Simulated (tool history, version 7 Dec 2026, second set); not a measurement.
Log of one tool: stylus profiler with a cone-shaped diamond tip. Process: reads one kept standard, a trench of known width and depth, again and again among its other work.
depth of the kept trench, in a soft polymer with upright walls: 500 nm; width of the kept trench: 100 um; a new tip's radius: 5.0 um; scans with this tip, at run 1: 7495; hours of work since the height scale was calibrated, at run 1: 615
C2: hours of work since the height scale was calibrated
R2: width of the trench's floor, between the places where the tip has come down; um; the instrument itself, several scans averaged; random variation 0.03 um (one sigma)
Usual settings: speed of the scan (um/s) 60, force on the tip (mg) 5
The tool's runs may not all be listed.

Run 1, hour 0: usual settings; scans with this tip 7495; C2 615. Result: depth of the trench (nm) 507.57, R2 94.15 um.
Run 2, hour 68.7: usual settings; scans with this tip 8162; C2 669. Result: depth of the trench (nm) 507.39, R2 94.02 um.
Run 3, hour 140.4: usual settings but force on the tip (mg) 3.75; scans with this tip 8858; C2 727. Result: depth of the trench (nm) 505.84, R2 93.88 um.
Run 4, hour 189.1: usual settings but speed of the scan (um/s) 117; scans with this tip 9330; C2 765. Result: depth of the trench (nm) 507.18, R2 93.66 um.
Run 5, hour 240.8: usual settings but speed of the scan (um/s) 47; scans with this tip 9833; C2 807. Result: depth of the trench (nm) 507.07, R2 93.87 um.
At hour 285.2: height scale calibrated on a step standard.
Run 6, hour 290.6: usual settings but speed of the scan (um/s) 127; scans with this tip 10312; C2 4. Result: depth of the trench (nm) 508.16, R2 93.4 um.
Run 7, hour 325.2: usual settings but speed of the scan (um/s) 127; scans with this tip 10647; C2 32. Result: depth of the trench (nm) 508.21, R2 93.3 um.
Run 8, hour 375.5: usual settings but speed of the scan (um/s) 127; scans with this tip 11135; C2 72. Result: depth of the trench (nm) 508.28, R2 93.3 um.
Run 9, hour 413.7: usual settings but force on the tip (mg) 5.06; scans with this tip 11506; C2 102. Result: depth of the trench (nm) 508.09, R2 93.53 um.
Run 10, hour 449.7: usual settings but speed of the scan (um/s) 84; scans with this tip 11856; C2 131. Result: depth of the trench (nm) 508.09, R2 93.44 um.
Run 11, hour 484.8: usual settings; scans with this tip 12197; C2 159. Result: depth of the trench (nm) 508.05, R2 93.48 um.
Run 12, hour 531: usual settings; scans with this tip 12645; C2 196. Result: depth of the trench (nm) 507.96, R2 93.47 um.
Run 13, hour 564.4: usual settings but speed of the scan (um/s) 162, force on the tip (mg) 5.33; scans with this tip 12970; C2 222. Result: depth of the trench (nm) 508.29, R2 92.9 um.
Run 14, hour 594.3: usual settings but speed of the scan (um/s) 162, force on the tip (mg) 5.33; scans with this tip 13259; C2 246. Result: depth of the trench (nm) 508.21, R2 92.93 um.
Run 15, hour 624.9: usual settings but speed of the scan (um/s) 162, force on the tip (mg) 5.33; scans with this tip 13557; C2 270. Result: depth of the trench (nm) 508.07, R2 92.82 um.
Run 16, hour 697: usual settings but speed of the scan (um/s) 22, force on the tip (mg) 1.68; scans with this tip 14257; C2 328. Result: depth of the trench (nm) 503.6, R2 93.24 um.
Run 17, hour 733.6: usual settings but speed of the scan (um/s) 22, force on the tip (mg) 1.68; scans with this tip 14613; C2 357. Result: depth of the trench (nm) 503.27, R2 93.3 um.
Run 18, hour 780.9: usual settings but speed of the scan (um/s) 27, force on the tip (mg) 4.3; scans with this tip 15071; C2 395. Result: depth of the trench (nm) 506.68, R2 93.19 um.
Run 19, hour 836.8: usual settings but speed of the scan (um/s) 23, force on the tip (mg) 9.88; scans with this tip 15614; C2 439. Result: depth of the trench (nm) 512.36, R2 93.27 um.
Run 20, hour 867.3: usual settings but speed of the scan (um/s) 62, force on the tip (mg) 8.73; scans with this tip 15910; C2 464. Result: depth of the trench (nm) 511.24, R2 93.06 um.
Run 21, hour 912.2: usual settings but speed of the scan (um/s) 62, force on the tip (mg) 8.73; scans with this tip 16347; C2 499. Result: depth of the trench (nm) 511.31, R2 92.99 um.

Forecast run 22:
Run 22, hour 952.5: usual settings but speed of the scan (um/s) 62, force on the tip (mg) 8.73; scans with this tip 16737; C2 531. Result: depth of the trench (nm) ?, R2 ?.

depth of the trench (nm): 510.99
R2: 92.95 um
Without the tool's hidden state the same run would have given depth of the trench (nm) 511.83, R2 95.42 um.

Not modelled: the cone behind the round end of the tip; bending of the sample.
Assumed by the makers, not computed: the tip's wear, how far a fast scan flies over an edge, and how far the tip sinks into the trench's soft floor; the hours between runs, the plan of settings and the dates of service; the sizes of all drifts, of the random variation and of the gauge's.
